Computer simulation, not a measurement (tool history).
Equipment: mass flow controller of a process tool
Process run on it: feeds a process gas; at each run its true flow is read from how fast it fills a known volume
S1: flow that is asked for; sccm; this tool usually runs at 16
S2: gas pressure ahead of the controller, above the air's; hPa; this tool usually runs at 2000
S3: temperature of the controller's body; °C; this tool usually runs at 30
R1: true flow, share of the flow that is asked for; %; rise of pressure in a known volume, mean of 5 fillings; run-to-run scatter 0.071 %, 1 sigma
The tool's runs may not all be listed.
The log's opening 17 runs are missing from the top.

run,hour,S1,S2,S3,R1
18,2876.2,4,2000,30,95.58
19,3089.4,16,2000,30,100.14
20,3291.5,16,2000,30,100.13
21,3494.9,16,2000,30,100.08
22,3673.9,7,2070,30,97.59
23,3834.2,7,2070,30,97.62
24,4040.4,7,2070,30,97.4
25,4210.6,17,2000,31,100.33
26,4352.4,6,2000,30,96.96
27,4552.7,2,2350,32,89.45
28,4664.8,16,1470,23,99.85
29,4826.6,8,1540,36,98.76
30,5036.9,3,2620,25,91.8
31,5174.1,4,2460,25,94.03
32,5344.1,9,1430,28,98.5
33,5461.7,8,1910,23,97.21
34,5616.5,8,1910,23,97.22
35,5721.4,5,2100,36,96.01
36,5876,5,2330,20,94.36
37,6015.4,5,2330,20,94.47
38,6184.7,16,2240,39,100.87
39,6384.7,16,2240,23,99.35
40,6568.4,5,1680,25,95.08
41,6669.9,20,1690,25,100.87
42,6768.3,20,1690,25,100.81

5 options for the next run, each taken on its own from the tool as it stands now. Forecast them:
# hour 6891.1: controller's zero set anew
A,6930.8,5,1450,30,?
# hour 6891.1: controller's zero set anew
B,6930.8,2,1450,30,?
# hour 6891.1: controller's zero set anew
C,6930.8,20,2140,25,?
# hour 6891.1: controller's zero set anew
D,6930.8,7,1430,30,?
# hour 6891.1: controller's zero set anew
E,6930.8,18,2740,39,?

run,R1
A,101.03
B,100.61
C,101.81
D,101.36
E,102.35
What these runs would have given with no unlogged condition in the tool:
run,R1
A,99.09
B,98.72
C,99.83
D,99.4
E,100.37
